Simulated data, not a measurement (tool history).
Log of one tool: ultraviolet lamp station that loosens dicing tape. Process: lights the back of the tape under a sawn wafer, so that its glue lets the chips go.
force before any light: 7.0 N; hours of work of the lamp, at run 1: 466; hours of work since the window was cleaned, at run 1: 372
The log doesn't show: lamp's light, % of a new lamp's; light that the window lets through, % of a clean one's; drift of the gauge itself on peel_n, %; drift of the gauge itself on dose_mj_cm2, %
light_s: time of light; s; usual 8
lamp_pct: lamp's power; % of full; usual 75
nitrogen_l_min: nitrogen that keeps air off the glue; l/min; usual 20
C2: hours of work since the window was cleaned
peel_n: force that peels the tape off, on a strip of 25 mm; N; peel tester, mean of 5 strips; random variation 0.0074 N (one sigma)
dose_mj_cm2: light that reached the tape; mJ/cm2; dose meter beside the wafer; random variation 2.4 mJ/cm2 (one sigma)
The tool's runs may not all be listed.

Run 1, hour 0.0: usual settings; hours of work of the lamp 466; C2 372. Result: peel_n 0.268 N, dose_mj_cm2 271 mJ/cm2.
At hour 9.4: window cleaned of glue's vapour.
Run 2, hour 15.7: usual settings; hours of work of the lamp 477; C2 4. Result: peel_n 0.285 N, dose_mj_cm2 268 mJ/cm2.
Run 3, hour 33.8: usual settings; hours of work of the lamp 490; C2 17. Result: peel_n 0.281 N, dose_mj_cm2 269 mJ/cm2.
Run 4, hour 42.2: usual settings; hours of work of the lamp 496; C2 23. Result: peel_n 0.270 N, dose_mj_cm2 271 mJ/cm2.
Run 5, hour 59.1: usual settings; hours of work of the lamp 508; C2 35. Result: peel_n 0.267 N, dose_mj_cm2 266 mJ/cm2.
Run 6, hour 72.0: usual settings; hours of work of the lamp 517; C2 44. Result: peel_n 0.277 N, dose_mj_cm2 266 mJ/cm2.
Run 7, hour 85.7: usual settings; hours of work of the lamp 526; C2 54. Result: peel_n 0.275 N, dose_mj_cm2 269 mJ/cm2.
Run 8, hour 101.3: usual settings; hours of work of the lamp 537; C2 65. Result: peel_n 0.271 N, dose_mj_cm2 270 mJ/cm2.
Run 9, hour 114.4: usual settings; hours of work of the lamp 547; C2 74. Result: peel_n 0.274 N, dose_mj_cm2 266 mJ/cm2.
Run 10, hour 126.6: usual settings but nitrogen_l_min 32 l/min; hours of work of the lamp 555; C2 82. Result: peel_n 0.168 N, dose_mj_cm2 267 mJ/cm2.
Run 11, hour 137.1: usual settings but nitrogen_l_min 32 l/min; hours of work of the lamp 563; C2 90. Result: peel_n 0.179 N, dose_mj_cm2 268 mJ/cm2.
Run 12, hour 147.3: usual settings; hours of work of the lamp 570; C2 97. Result: peel_n 0.281 N, dose_mj_cm2 270 mJ/cm2.
Run 13, hour 161.0: usual settings; hours of work of the lamp 579; C2 107. Result: peel_n 0.265 N, dose_mj_cm2 267 mJ/cm2.
Run 14, hour 174.8: usual settings; hours of work of the lamp 589; C2 116. Result: peel_n 0.267 N, dose_mj_cm2 269 mJ/cm2.
Run 15, hour 191.0: usual settings; hours of work of the lamp 600; C2 128. Result: peel_n 0.267 N, dose_mj_cm2 269 mJ/cm2.
Run 16, hour 203.3: usual settings; hours of work of the lamp 609; C2 136. Result: peel_n 0.275 N, dose_mj_cm2 272 mJ/cm2.
Run 17, hour 220.5: usual settings; hours of work of the lamp 621; C2 148. Result: peel_n 0.281 N, dose_mj_cm2 267 mJ/cm2.
Run 18, hour 229.4: usual settings but nitrogen_l_min 16 l/min; hours of work of the lamp 627; C2 155. Result: peel_n 0.342 N, dose_mj_cm2 268 mJ/cm2.
Run 19, hour 246.6: usual settings but nitrogen_l_min 16 l/min; hours of work of the lamp 639; C2 167. Result: peel_n 0.341 N, dose_mj_cm2 265 mJ/cm2.
Run 20, hour 264.3: usual settings but nitrogen_l_min 11 l/min; hours of work of the lamp 652; C2 179. Result: peel_n 0.497 N, dose_mj_cm2 268 mJ/cm2.
Run 21, hour 278.3: usual settings but nitrogen_l_min 11 l/min; hours of work of the lamp 662; C2 189. Result: peel_n 0.481 N, dose_mj_cm2 267 mJ/cm2.
Run 22, hour 291.5: usual settings but nitrogen_l_min 37 l/min; hours of work of the lamp 671; C2 198. Result: peel_n 0.158 N, dose_mj_cm2 268 mJ/cm2.
Run 23, hour 306.9: usual settings but light_s 11 s; hours of work of the lamp 682; C2 209. Result: peel_n 0.137 N, dose_mj_cm2 369 mJ/cm2.
Run 24, hour 314.7: usual settings but light_s 14 s, lamp_pct 99 % of full; hours of work of the lamp 687; C2 215. Result: peel_n 0.085 N, dose_mj_cm2 614 mJ/cm2.
Run 25, hour 329.8: usual settings but light_s 14 s, lamp_pct 99 % of full; hours of work of the lamp 698; C2 225. Result: peel_n 0.092 N, dose_mj_cm2 618 mJ/cm2.
Run 26, hour 344.0: usual settings but light_s 7 s, lamp_pct 99 % of full, nitrogen_l_min 12 l/min; hours of work of the lamp 708; C2 235. Result: peel_n 0.324 N, dose_mj_cm2 305 mJ/cm2.
Run 27, hour 357.0: usual settings but light_s 7 s, lamp_pct 99 % of full, nitrogen_l_min 12 l/min; hours of work of the lamp 717; C2 244. Result: peel_n 0.311 N, dose_mj_cm2 308 mJ/cm2.
Run 28, hour 365.2: usual settings but lamp_pct 79 % of full; hours of work of the lamp 723; C2 250. Result: peel_n 0.233 N, dose_mj_cm2 287 mJ/cm2.
Run 29, hour 373.0: usual settings but lamp_pct 79 % of full; hours of work of the lamp 728; C2 256. Result: peel_n 0.241 N, dose_mj_cm2 282 mJ/cm2.
Run 30, hour 386.7: usual settings but lamp_pct 60 % of full, nitrogen_l_min 17 l/min; hours of work of the lamp 738; C2 265. Result: peel_n 0.533 N, dose_mj_cm2 218 mJ/cm2.
Run 31, hour 402.7: usual settings but light_s 6 s, lamp_pct 89 % of full, nitrogen_l_min 14 l/min; hours of work of the lamp 749; C2 276. Result: peel_n 0.505 N, dose_mj_cm2 239 mJ/cm2.
Run 32, hour 414.1: usual settings but lamp_pct 72 % of full, nitrogen_l_min 10 l/min; hours of work of the lamp 757; C2 284. Result: peel_n 0.620 N, dose_mj_cm2 255 mJ/cm2.
Run 33, hour 427.8: usual settings but lamp_pct 72 % of full, nitrogen_l_min 10 l/min; hours of work of the lamp 767; C2 294. Result: peel_n 0.625 N, dose_mj_cm2 258 mJ/cm2.
Run 34, hour 437.0: usual settings but light_s 5 s, lamp_pct 88 % of full, nitrogen_l_min 8 l/min; hours of work of the lamp 773; C2 301. Result: peel_n 1.248 N, dose_mj_cm2 197 mJ/cm2.
Run 35, hour 444.9: usual settings but light_s 7 s, lamp_pct 81 % of full, nitrogen_l_min 31 l/min; hours of work of the lamp 779; C2 306. Result: peel_n 0.210 N, dose_mj_cm2 257 mJ/cm2.
Run 36, hour 452.7: usual settings but lamp_pct 100 % of full; hours of work of the lamp 784; C2 312. Result: peel_n 0.142 N, dose_mj_cm2 358 mJ/cm2.
Run 37, hour 467.4: usual settings but light_s 10 s, lamp_pct 78 % of full, nitrogen_l_min 33 l/min; hours of work of the lamp 795; C2 322. Result: peel_n 0.117 N, dose_mj_cm2 342 mJ/cm2.
Run 38, hour 480.7: usual settings but light_s 10 s, lamp_pct 78 % of full, nitrogen_l_min 33 l/min; hours of work of the lamp 804; C2 331. Result: peel_n 0.106 N, dose_mj_cm2 348 mJ/cm2.
Run 39, hour 494.6: usual settings but light_s 11 s; hours of work of the lamp 814; C2 341. Result: peel_n 0.127 N, dose_mj_cm2 368 mJ/cm2.
Run 40, hour 503.0: usual settings but light_s 11 s; hours of work of the lamp 820; C2 347. Result: peel_n 0.136 N, dose_mj_cm2 369 mJ/cm2.
Run 41, hour 514.4: usual settings but light_s 11 s; hours of work of the lamp 828; C2 355. Result: peel_n 0.136 N, dose_mj_cm2 365 mJ/cm2.
Run 42, hour 526.7: usual settings but light_s 11 s; hours of work of the lamp 836; C2 364. Result: peel_n 0.139 N, dose_mj_cm2 371 mJ/cm2.
Run 43, hour 544.3: usual settings but light_s 11 s; hours of work of the lamp 849; C2 376. Result: peel_n 0.131 N, dose_mj_cm2 368 mJ/cm2.

How the hidden state differs across the entries between the runs, from the last listed run before each to the first after it:
Between runs 1 and 2: window cleaned of glue's vapour (hour 9.4)
  light that the window lets through, % of a clean one's: 99.9 -> 100
